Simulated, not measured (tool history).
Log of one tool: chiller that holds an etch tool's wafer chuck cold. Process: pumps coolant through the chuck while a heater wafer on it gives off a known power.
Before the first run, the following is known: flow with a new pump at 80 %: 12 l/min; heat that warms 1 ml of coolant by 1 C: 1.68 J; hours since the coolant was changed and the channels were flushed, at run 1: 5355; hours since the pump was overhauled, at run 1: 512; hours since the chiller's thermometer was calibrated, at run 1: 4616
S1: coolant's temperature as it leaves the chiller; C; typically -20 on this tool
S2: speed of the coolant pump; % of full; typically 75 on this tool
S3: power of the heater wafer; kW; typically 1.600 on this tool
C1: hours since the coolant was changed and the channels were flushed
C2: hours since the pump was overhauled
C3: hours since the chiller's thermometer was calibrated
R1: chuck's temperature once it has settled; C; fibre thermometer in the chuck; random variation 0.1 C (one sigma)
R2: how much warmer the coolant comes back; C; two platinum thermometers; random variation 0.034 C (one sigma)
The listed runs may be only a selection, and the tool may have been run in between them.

{"run": 1, "hour": 0.0, "S1": -20, "S2": 75, "S3": 1.6, "C1": 5355, "C2": 512, "C3": 4616, "R1": -8.1, "R2": 5.02}
{"run": 2, "hour": 25.3, "S1": -20, "S2": 75, "S3": 1.6, "C1": 5381, "C2": 537, "C3": 4642, "R1": -8.1, "R2": 5.08}
{"hour": 36.0, "done": "chiller's thermometer calibrated"}
{"run": 3, "hour": 65.0, "S1": -20, "S2": 75, "S3": 1.6, "C1": 5419, "C2": 576, "C3": 29, "R1": -8.3, "R2": 5.08}
{"run": 4, "hour": 121.3, "S1": -20, "S2": 75, "S3": 1.6, "C1": 5476, "C2": 632, "C3": 85, "R1": -8.4, "R2": 5.09}
{"run": 5, "hour": 164.1, "S1": -18, "S2": 75, "S3": 1.6, "C1": 5518, "C2": 675, "C3": 128, "R1": -6.2, "R2": 5.0}
{"run": 6, "hour": 196.0, "S1": -18, "S2": 75, "S3": 1.6, "C1": 5550, "C2": 707, "C3": 160, "R1": -6.2, "R2": 5.09}
{"run": 7, "hour": 252.6, "S1": -20, "S2": 75, "S3": 1.6, "C1": 5607, "C2": 763, "C3": 217, "R1": -8.2, "R2": 4.96}
{"run": 8, "hour": 311.6, "S1": -20, "S2": 75, "S3": 1.6, "C1": 5666, "C2": 822, "C3": 276, "R1": -8.3, "R2": 4.99}
{"run": 9, "hour": 340.5, "S1": -20, "S2": 75, "S3": 1.6, "C1": 5695, "C2": 851, "C3": 305, "R1": -8.5, "R2": 4.97}
{"run": 10, "hour": 385.9, "S1": -20, "S2": 75, "S3": 1.6, "C1": 5740, "C2": 897, "C3": 350, "R1": -8.2, "R2": 4.91}
{"run": 11, "hour": 430.4, "S1": -20, "S2": 75, "S3": 1.6, "C1": 5785, "C2": 941, "C3": 394, "R1": -8.4, "R2": 4.92}
{"run": 12, "hour": 464.5, "S1": -20, "S2": 75, "S3": 1.6, "C1": 5819, "C2": 975, "C3": 428, "R1": -8.2, "R2": 4.94}
{"run": 13, "hour": 499.4, "S1": -20, "S2": 75, "S3": 1.6, "C1": 5854, "C2": 1010, "C3": 463, "R1": -8.2, "R2": 4.88}
{"run": 14, "hour": 558.5, "S1": -20, "S2": 75, "S3": 1.6, "C1": 5913, "C2": 1069, "C3": 523, "R1": -8.2, "R2": 4.93}
{"run": 15, "hour": 593.9, "S1": -20, "S2": 67, "S3": 1.879, "C1": 5948, "C2": 1105, "C3": 558, "R1": -5.0, "R2": 6.46}
{"run": 16, "hour": 626.7, "S1": -20, "S2": 100, "S3": 1.6, "C1": 5981, "C2": 1137, "C3": 591, "R1": -10.5, "R2": 3.53}
{"run": 17, "hour": 657.0, "S1": -15, "S2": 100, "S3": 1.6, "C1": 6011, "C2": 1168, "C3": 621, "R1": -5.5, "R2": 3.5}
{"run": 18, "hour": 690.3, "S1": -27, "S2": 75, "S3": 1.939, "C1": 6045, "C2": 1201, "C3": 654, "R1": -12.7, "R2": 5.94}
{"run": 19, "hour": 732.3, "S1": -27, "S2": 75, "S3": 1.939, "C1": 6087, "C2": 1243, "C3": 696, "R1": -12.7, "R2": 5.93}
{"run": 20, "hour": 772.3, "S1": -27, "S2": 75, "S3": 1.939, "C1": 6127, "C2": 1283, "C3": 736, "R1": -12.8, "R2": 5.89}
{"run": 21, "hour": 815.9, "S1": -27, "S2": 75, "S3": 1.939, "C1": 6170, "C2": 1327, "C3": 780, "R1": -12.6, "R2": 5.88}
{"run": 22, "hour": 862.2, "S1": -19, "S2": 76, "S3": 1.12, "C1": 6217, "C2": 1373, "C3": 826, "R1": -10.7, "R2": 3.21}
{"run": 23, "hour": 909.7, "S1": -10, "S2": 75, "S3": 1.929, "C1": 6264, "C2": 1420, "C3": 874, "R1": 4.0, "R2": 5.78}
{"run": 24, "hour": 967.3, "S1": -19, "S2": 77, "S3": 0.985, "C1": 6322, "C2": 1478, "C3": 931, "R1": -11.8, "R2": 2.66}
{"run": 25, "hour": 997.3, "S1": -30, "S2": 72, "S3": 1.6, "C1": 6352, "C2": 1508, "C3": 961, "R1": -17.8, "R2": 4.98}
{"hour": 1033.5, "done": "gauge calibrated"}
{"run": 26, "hour": 1043.3, "S1": -22, "S2": 72, "S3": 1.901, "C1": 6398, "C2": 1554, "C3": 1007, "R1": -7.6, "R2": 6.34}
{"run": 27, "hour": 1098.2, "S1": -15, "S2": 64, "S3": 1.47, "C1": 6452, "C2": 1609, "C3": 1062, "R1": -2.8, "R2": 5.57}
{"run": 28, "hour": 1124.8, "S1": -24, "S2": 83, "S3": 1.6, "C1": 6479, "C2": 1636, "C3": 1089, "R1": -13.1, "R2": 4.51}

Below are 4 alternative next runs, each starting from the tool's condition after run 28. Predict each:
{"run": "A", "hour": 1168.3, "S1": -14, "S2": 83, "S3": 1.602, "C1": 6523, "C2": 1679, "C3": 1132, "R1": "?", "R2": "?"}
{"run": "B", "hour": 1168.3, "S1": -24, "S2": 99, "S3": 1.6, "C1": 6523, "C2": 1679, "C3": 1132, "R1": "?", "R2": "?"}
{"run": "C", "hour": 1168.3, "S1": -20, "S2": 71, "S3": 1.6, "C1": 6523, "C2": 1679, "C3": 1132, "R1": "?", "R2": "?"}
{"run": "D", "hour": 1168.3, "S1": -25, "S2": 75, "S3": 1.6, "C1": 6523, "C2": 1679, "C3": 1132, "R1": "?", "R2": "?"}

run=A R1=-3.1 R2=4.53
run=B R1=-14.6 R2=3.73
run=C R1=-7.8 R2=5.41
run=D R1=-13.4 R2=5.03
With the hidden condition removed and each run's random variation left untouched, the same runs would have given:
run=A R1=-3.1 R2=4.57
run=B R1=-14.6 R2=3.78
run=C R1=-7.8 R2=5.46
run=D R1=-13.4 R2=5.08

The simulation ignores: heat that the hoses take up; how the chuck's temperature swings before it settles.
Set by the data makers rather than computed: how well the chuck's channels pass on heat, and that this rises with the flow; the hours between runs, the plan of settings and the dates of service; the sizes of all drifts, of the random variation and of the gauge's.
